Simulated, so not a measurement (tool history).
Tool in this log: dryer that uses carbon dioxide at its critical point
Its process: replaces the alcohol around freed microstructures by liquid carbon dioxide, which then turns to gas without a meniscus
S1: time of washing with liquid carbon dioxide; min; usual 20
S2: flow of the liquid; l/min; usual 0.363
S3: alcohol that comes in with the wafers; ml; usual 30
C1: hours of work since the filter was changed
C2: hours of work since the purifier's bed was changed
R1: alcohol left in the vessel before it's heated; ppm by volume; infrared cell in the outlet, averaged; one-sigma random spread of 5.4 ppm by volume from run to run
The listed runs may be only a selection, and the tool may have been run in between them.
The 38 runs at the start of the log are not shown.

{"hour": 345.6, "done": "inlet filter changed"}
{"run": 39, "hour": 349.7, "S1": 19, "S2": 0.527, "S3": 104, "C1": 3, "C2": 415, "R1": 152}
{"run": 40, "hour": 358.0, "S1": 23, "S2": 0.527, "S3": 104, "C1": 8, "C2": 420, "R1": 117}
{"run": 41, "hour": 368.5, "S1": 23, "S2": 0.527, "S3": 104, "C1": 15, "C2": 427, "R1": 102}
{"run": 42, "hour": 380.6, "S1": 23, "S2": 0.527, "S3": 104, "C1": 23, "C2": 435, "R1": 118}
{"run": 43, "hour": 390.7, "S1": 20, "S2": 0.413, "S3": 44, "C1": 30, "C2": 442, "R1": 205}
{"run": 44, "hour": 396.9, "S1": 24, "S2": 0.491, "S3": 83, "C1": 34, "C2": 446, "R1": 121}
{"run": 45, "hour": 405.4, "S1": 14, "S2": 0.35, "S3": 53, "C1": 40, "C2": 452, "R1": 1558}
{"run": 46, "hour": 417.8, "S1": 14, "S2": 0.35, "S3": 53, "C1": 48, "C2": 460, "R1": 1597}

Each row is a separate what-if for the run after 46, all from the same tool condition, not one after another. Results?
{"run": "A", "hour": 427.2, "S1": 25, "S2": 0.35, "S3": 53, "C1": 54, "C2": 466, "R1": "?"}
{"run": "B", "hour": 427.2, "S1": 14, "S2": 0.48, "S3": 40, "C1": 54, "C2": 466, "R1": "?"}
{"run": "C", "hour": 427.2, "S1": 20, "S2": 0.245, "S3": 30, "C1": 54, "C2": 466, "R1": "?"}

run=A R1=202
run=B R1=380
run=C R1=1020
Had the tool no hidden state, the same runs would have come out as:
run=A R1=74
run=B R1=227
run=C R1=797
